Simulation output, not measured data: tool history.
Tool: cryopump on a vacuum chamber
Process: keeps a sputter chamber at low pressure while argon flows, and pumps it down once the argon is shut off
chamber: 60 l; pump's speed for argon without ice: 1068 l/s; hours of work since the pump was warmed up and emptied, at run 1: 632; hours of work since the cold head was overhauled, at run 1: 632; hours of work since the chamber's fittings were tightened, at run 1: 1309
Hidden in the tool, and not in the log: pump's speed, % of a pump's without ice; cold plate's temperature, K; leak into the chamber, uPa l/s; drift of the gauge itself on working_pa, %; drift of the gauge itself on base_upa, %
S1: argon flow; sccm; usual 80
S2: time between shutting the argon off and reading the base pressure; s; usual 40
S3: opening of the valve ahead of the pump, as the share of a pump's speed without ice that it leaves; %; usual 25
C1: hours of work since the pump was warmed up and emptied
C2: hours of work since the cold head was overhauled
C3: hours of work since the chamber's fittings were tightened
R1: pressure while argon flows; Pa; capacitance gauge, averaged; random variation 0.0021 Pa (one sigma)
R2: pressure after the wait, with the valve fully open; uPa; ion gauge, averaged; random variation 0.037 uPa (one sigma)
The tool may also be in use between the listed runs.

run	hour	S1	S2	S3	C1	C2	C3	R1	R2
1	0.0	80	40	25	632	632	1309	0.5483	3.26
# hour 44.2: pump warmed up, emptied and cooled again
2	93.8	80	40	25	37	698	1374	0.5097	2.87
3	174.7	80	40	25	97	758	1435	0.5118	2.98
4	281.1	66	40	25	176	837	1514	0.4253	3.06
5	377.8	80	40	25	248	909	1585	0.5171	3.10
6	445.3	80	40	25	298	959	1635	0.5201	3.09
7	527.5	80	40	25	359	1020	1696	0.5286	3.24
8	635.4	80	114	25	439	1100	1777	0.5298	2.10
9	710.2	80	40	25	495	1156	1832	0.5275	3.34
10	797.8	80	40	25	560	1221	1897	0.5376	3.48
11	865.1	80	40	23	610	1271	1947	0.5840	3.56
# hour 938.0: pump warmed up, emptied and cooled again
12	938.0	80	40	23	0	1321	1998	0.5560	3.17
13	994.1	80	40	23	42	1363	2039	0.5531	3.19
# hour 1091.9: leaking fittings of the chamber tightened, without venting
14	1101.6	80	40	23	120	1441	7	0.5555	2.09
15	1207.7	80	40	24	199	1520	86	0.5409	2.10
16	1271.7	80	40	24	246	1567	133	0.5436	2.23
17	1322.5	80	28	25	284	1605	171	0.5215	2.99
18	1413.5	141	154	25	352	1673	239	0.9301	1.01
19	1497.2	80	113	25	414	1735	301	0.5309	1.19
20	1570.4	80	113	25	468	1789	355	0.5332	1.27
21	1657.2	128	71	48	532	1854	420	0.4712	1.73
22	1753.8	106	53	25	604	1925	491	0.7152	2.14
# hour 1836.6: pump warmed up, emptied and cooled again
23	1851.9	113	90	25	11	1994	561	0.7234	1.44
24	1904.7	150	62	43	51	2034	600	0.5619	1.84
25	2000.3	38	39	25	122	2105	671	0.2464	2.57
26	2066.6	38	39	25	171	2154	720	0.2457	2.60
27	2161.6	123	39	25	241	2224	791	0.8001	2.74
28	2237.1	80	67	25	297	2280	847	0.5242	1.97
29	2289.4	141	188	30	336	2319	885	0.7738	1.31
30	2372.8	141	28	38	398	2381	947	0.6278	3.59
31	2466.2	141	94	17	467	2451	1017	1.3618	1.88
32	2558.5	141	94	17	536	2519	1085	1.3617	1.93
33	2626.8	141	94	17	587	2570	1136	1.3716	1.99

Hidden state or all else? Some run-to-run changes of R1, split into what the settings, what came in and random variation would give without the hidden state, and what is left for the hidden state (with any gauge scatter that isn't in both results):
Run 1 -> 2: pump warmed up, emptied and cooled again. R1 -0.0386 Pa: hidden state -0.0397, all else +0.0011.
Run 11 -> 12: pump warmed up, emptied and cooled again. R1 -0.0280 Pa: hidden state -0.0312, all else +0.0032.
Run 17 -> 18: S1 80 -> 141, S2 28 -> 154. R1 +0.4086 Pa: hidden state +0.0195, all else +0.3891.
Run 22 -> 23: S1 106 -> 113, S2 53 -> 90, pump warmed up, emptied and cooled again. R1 +0.0082 Pa: hidden state -0.0435, all else +0.0517.
Run 26 -> 27: S1 38 -> 123. R1 +0.5544 Pa: hidden state +0.0179, all else +0.5365.
Run 30 -> 31: S2 28 -> 94, S3 38 -> 17. R1 +0.7340 Pa: hidden state +0.0081, all else +0.7259.
